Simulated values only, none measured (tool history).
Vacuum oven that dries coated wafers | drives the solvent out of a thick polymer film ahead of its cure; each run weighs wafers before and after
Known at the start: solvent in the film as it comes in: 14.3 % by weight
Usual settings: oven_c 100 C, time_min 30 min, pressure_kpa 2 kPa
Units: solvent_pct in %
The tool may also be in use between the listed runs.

{"run": 1, "hour": 0.0, "oven_c": 100, "time_min": 30, "pressure_kpa": 2, "solvent_pct": 2.485}
{"run": 2, "hour": 63.9, "oven_c": 100, "time_min": 22, "pressure_kpa": 2, "solvent_pct": 3.537}
{"run": 3, "hour": 110.6, "oven_c": 100, "time_min": 22, "pressure_kpa": 2, "solvent_pct": 3.525}
{"run": 4, "hour": 173.9, "oven_c": 100, "time_min": 30, "pressure_kpa": 2, "solvent_pct": 2.48}
{"run": 5, "hour": 210.6, "oven_c": 100, "time_min": 30, "pressure_kpa": 2, "solvent_pct": 2.474}
{"run": 6, "hour": 245.0, "oven_c": 100, "time_min": 30, "pressure_kpa": 1.76, "solvent_pct": 2.368}
{"run": 7, "hour": 309.9, "oven_c": 100, "time_min": 23, "pressure_kpa": 2, "solvent_pct": 3.337}
{"run": 8, "hour": 380.9, "oven_c": 100, "time_min": 23, "pressure_kpa": 2, "solvent_pct": 3.328}
{"run": 9, "hour": 432.4, "oven_c": 100, "time_min": 30, "pressure_kpa": 2, "solvent_pct": 2.451}
{"run": 10, "hour": 496.0, "oven_c": 100, "time_min": 30, "pressure_kpa": 5.2, "solvent_pct": 3.748}
{"run": 11, "hour": 532.3, "oven_c": 91, "time_min": 43, "pressure_kpa": 6.59, "solvent_pct": 5.721}
{"run": 12, "hour": 599.9, "oven_c": 102, "time_min": 30, "pressure_kpa": 6.59, "solvent_pct": 3.875}
{"run": 13, "hour": 661.5, "oven_c": 111, "time_min": 40, "pressure_kpa": 7.38, "solvent_pct": 2.439}
{"run": 14, "hour": 734.6, "oven_c": 111, "time_min": 40, "pressure_kpa": 1.26, "solvent_pct": 0.545}
{"run": 15, "hour": 792.9, "oven_c": 111, "time_min": 33, "pressure_kpa": 3.45, "solvent_pct": 1.334}

The next listed run, before its measurement:
{"run": 16, "hour": 867.0, "oven_c": 100, "time_min": 38, "pressure_kpa": 1.39, "solvent_pct": "?"}

Run 16 gave solvent_pct 1.575 %.
Without the tool's hidden state the same run would have given solvent_pct 1.659 %.
